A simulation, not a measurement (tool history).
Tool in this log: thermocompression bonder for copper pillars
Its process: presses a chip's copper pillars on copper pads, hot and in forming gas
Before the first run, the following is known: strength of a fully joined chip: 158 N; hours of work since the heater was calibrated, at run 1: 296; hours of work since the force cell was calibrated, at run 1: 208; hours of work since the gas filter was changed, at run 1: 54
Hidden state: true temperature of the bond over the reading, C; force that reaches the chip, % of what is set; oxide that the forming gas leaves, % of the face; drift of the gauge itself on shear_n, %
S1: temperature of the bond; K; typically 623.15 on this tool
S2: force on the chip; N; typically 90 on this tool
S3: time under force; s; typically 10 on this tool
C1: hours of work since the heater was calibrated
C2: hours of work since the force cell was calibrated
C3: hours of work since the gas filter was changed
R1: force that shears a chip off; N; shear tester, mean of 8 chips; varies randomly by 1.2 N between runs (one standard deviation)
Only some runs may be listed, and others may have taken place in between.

| run | hour | S1 | S2 | S3 | C1 | C2 | C3 | R1 |
|---|---|---|---|---|---|---|---|---|
| 1 | 0 | 623.15 | 90 | 10 | 296 | 208 | 54 | 105.7 |
| 2 | 36 | 623.15 | 90 | 10 | 318 | 230 | 76 | 104.2 |
| 3 | 65 | 623.15 | 90 | 10 | 335 | 248 | 93 | 102.8 |
| 4 | 98.6 | 623.15 | 90 | 10 | 356 | 268 | 114 | 101.9 |
| 5 | 113.7 | 623.15 | 90 | 10 | 365 | 277 | 123 | 103.8 |
| 6 | 147.8 | 623.15 | 90 | 10 | 386 | 298 | 144 | 101 |
| 7 | 165.7 | 623.15 | 90 | 10 | 397 | 309 | 154 | 100.5 |
| 8 | 190 | 623.15 | 90 | 10 | 411 | 324 | 169 | 101.2 |
|  | 197.7 | forming gas filter changed |
| 9 | 216.7 | 623.15 | 90 | 10 | 427 | 340 | 12 | 106.7 |
| 10 | 253.2 | 622.15 | 90 | 10 | 449 | 362 | 34 | 106.5 |
| 11 | 287.5 | 623.15 | 71 | 10 | 470 | 383 | 55 | 87.8 |
| 12 | 321.2 | 623.15 | 71 | 10 | 491 | 403 | 75 | 85.6 |
| 13 | 354.5 | 623.15 | 71 | 10 | 511 | 424 | 95 | 84.1 |
| 14 | 382.4 | 623.15 | 71 | 10 | 528 | 441 | 112 | 85.5 |
| 15 | 408.5 | 623.15 | 90 | 10 | 544 | 456 | 128 | 103 |
| 16 | 425 | 623.15 | 90 | 10 | 554 | 467 | 138 | 104.9 |
| 17 | 448 | 623.15 | 90 | 10 | 568 | 481 | 152 | 103.7 |
|  | 452.7 | force cell calibrated |
| 18 | 466.6 | 623.15 | 90 | 29 | 578 | 8 | 163 | 126.4 |
|  | 485.6 | forming gas filter changed |
| 19 | 497 | 623.15 | 90 | 29 | 597 | 27 | 7 | 132.6 |
| 20 | 525.8 | 623.15 | 58 | 29 | 614 | 44 | 24 | 101.3 |
|  | 554.6 | force cell calibrated, once more |
| 21 | 555.9 | 623.15 | 58 | 29 | 632 | 1 | 42 | 103 |
| 22 | 592.4 | 623.15 | 58 | 29 | 654 | 23 | 64 | 102.1 |
| 23 | 611.8 | 642.15 | 121 | 20 | 666 | 35 | 76 | 149.9 |
| 24 | 629.8 | 642.15 | 121 | 20 | 676 | 46 | 87 | 147.4 |
|  | 647.7 | heater calibrated with a thermocouple chip |
| 25 | 661.5 | 611.15 | 73 | 11 | 8 | 64 | 105 | 81.6 |
| 26 | 679.1 | 636.15 | 90 | 10 | 19 | 75 | 116 | 110.3 |
| 27 | 697.8 | 616.15 | 90 | 12 | 30 | 86 | 127 | 103.2 |
| 28 | 723.6 | 623.15 | 58 | 6 | 46 | 102 | 143 | 55.8 |
| 29 | 739.9 | 597.15 | 76 | 9 | 56 | 112 | 153 | 68.8 |

For run 30, what comes out?
| 30 | 755.3 | 597.15 | 76 | 9 | 65 | 121 | 162 | ? |

Run 30 gave R1 68.3 N.
Had the tool carried no hidden state, the very same run would have given R1 73.6 N.

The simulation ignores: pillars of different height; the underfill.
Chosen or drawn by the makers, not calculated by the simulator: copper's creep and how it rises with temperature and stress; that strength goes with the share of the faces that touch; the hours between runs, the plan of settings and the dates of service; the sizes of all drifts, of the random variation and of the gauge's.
